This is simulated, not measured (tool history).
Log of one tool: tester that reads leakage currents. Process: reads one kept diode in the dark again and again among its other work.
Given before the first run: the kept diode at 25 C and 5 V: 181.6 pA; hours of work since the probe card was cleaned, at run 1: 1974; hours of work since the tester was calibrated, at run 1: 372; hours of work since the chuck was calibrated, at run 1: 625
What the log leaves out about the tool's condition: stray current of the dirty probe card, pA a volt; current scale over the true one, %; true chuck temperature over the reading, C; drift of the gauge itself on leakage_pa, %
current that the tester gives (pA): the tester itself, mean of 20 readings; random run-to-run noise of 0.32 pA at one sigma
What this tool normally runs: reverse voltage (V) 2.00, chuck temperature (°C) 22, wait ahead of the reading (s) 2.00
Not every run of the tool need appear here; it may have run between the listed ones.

run   hour  reverse voltage (V)  chuck temperature (°C)  wait ahead of the reading (s)  hours of work since the probe card was cleaned  hours of work since the tester was calibrated  hours of work since the chuck was calibrated  current that the tester gives (pA)
  1    0.0                 2.00                      22                           2.00                                            1974                                            372                                           625                              105.65
  2   27.0                 2.00                      22                           2.00                                            1990                                            388                                           641                              105.20
  3   54.3                 2.00                      22                           4.08                                            2006                                            403                                           656                              104.54
  4   84.2                 2.00                      22                           4.08                                            2023                                            421                                           674                              105.40
  5  102.1                 2.00                      23                           2.00                                            2034                                            431                                           684                              114.88
  6  121.3                 2.00                      23                           2.00                                            2045                                            442                                           695                              114.52
  7  135.4                19.41                      36                           0.85                                            2053                                            451                                           704                              665.31
  8  156.9                 2.00                      50                           2.00                                            2066                                            463                                           716                              832.32
  9  181.9                 1.24                      22                           1.82                                            2080                                            478                                           731                               89.99
 10  214.1                 1.24                      22                           1.82                                            2099                                            496                                           749                               89.92
 11  241.8                 2.00                      25                           1.45                                            2115                                            512                                           765                              134.57
 12  255.8                 2.00                      25                           1.45                                            2123                                            521                                           773                              134.25

Below are 4 alternative next runs, each starting from the tool's condition after run 12. Predict each:
  A  286.2                 2.00                      49                           2.57                                            2141                                            538                                           791                                   ?
  B  286.2                 5.67                      21                           0.60                                            2141                                            538                                           791                                   ?
  C  286.2                 6.95                      20                           1.25                                            2141                                            538                                           791                                   ?
  D  286.2                 2.00                      28                           1.31                                            2141                                            538                                           791                                   ?

run  current that the tester gives (pA)
  A                              772.86
  B                              140.74
  C                              136.43
  D                              169.83
Take away the tool's hidden state, keep each run's random variation, and the runs would have read:
run  current that the tester gives (pA)
  A                              773.10
  B                              140.74
  C                              136.42
  D                              169.88

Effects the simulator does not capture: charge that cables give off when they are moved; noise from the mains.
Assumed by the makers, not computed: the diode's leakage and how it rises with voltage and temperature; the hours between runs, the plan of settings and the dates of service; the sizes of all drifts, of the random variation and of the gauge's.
